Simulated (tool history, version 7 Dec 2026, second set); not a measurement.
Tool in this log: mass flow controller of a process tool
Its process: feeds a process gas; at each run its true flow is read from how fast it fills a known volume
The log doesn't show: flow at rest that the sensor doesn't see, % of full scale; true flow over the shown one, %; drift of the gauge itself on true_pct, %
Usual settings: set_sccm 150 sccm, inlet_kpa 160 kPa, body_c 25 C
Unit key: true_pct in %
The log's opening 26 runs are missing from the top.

run    hour  set_sccm  inlet_kpa  body_c  hours of work since the controller was set to zero  hours of work since the controller was changed  true_pct
 27  2270.4       150        160      26                                                4991                                            4991     98.90
 28  2356.0       184        278      25                                                5058                                            5058     99.99
 29  2439.3       150        160      35                                                5123                                            5123     98.47
 30  2535.0       150        204      36                                                5198                                            5198     98.78
 31  2608.9       120        211      33                                                5256                                            5256     99.01
 32  2687.2        81        232      34                                                5317                                            5317     99.12
     2719.6  -- gauge calibrated
 33  2763.6        81        232      34                                                5377                                            5377     97.66
 34  2885.7        81        232      34                                                5472                                            5472     97.65
 35  2942.5       143        146      22                                                5517                                            5517     98.78
     2961.9  -- controller exchanged for a calibrated one
 36  3054.5       443        160      26                                                  73                                              73     99.80
 37  3142.3        51        160      25                                                 141                                             141     98.29
 38  3210.8       222        276      25                                                 195                                             195     99.72
 39  3279.3       222        143      25                                                 249                                             249     99.13
 40  3375.6        88        220      39                                                 324                                             324     97.84
 41  3470.8        88        220      39                                                 398                                             398     98.02
 42  3583.0        88        220      39                                                 486                                             486     98.22
 43  3636.2        88        220      39                                                 528                                             528     98.26

Predict each of these 4 candidate next runs independently; none follows another, all start after run 43:
  A  3708.4        88        183      33                                                 584                                             584         ?
  B  3708.4       142        160      25                                                 584                                             584         ?
  C  3708.4       150        163      25                                                 584                                             584         ?
  D  3708.4        88        256      21                                                 584                                             584         ?

run  true_pct
  A     98.78
  B     99.35
  C     99.53
  D    100.02
Take away the tool's hidden state, keep each run's random variation, and the runs would have read:
run  true_pct
  A     97.47
  B     98.03
  C     98.20
  D     98.69

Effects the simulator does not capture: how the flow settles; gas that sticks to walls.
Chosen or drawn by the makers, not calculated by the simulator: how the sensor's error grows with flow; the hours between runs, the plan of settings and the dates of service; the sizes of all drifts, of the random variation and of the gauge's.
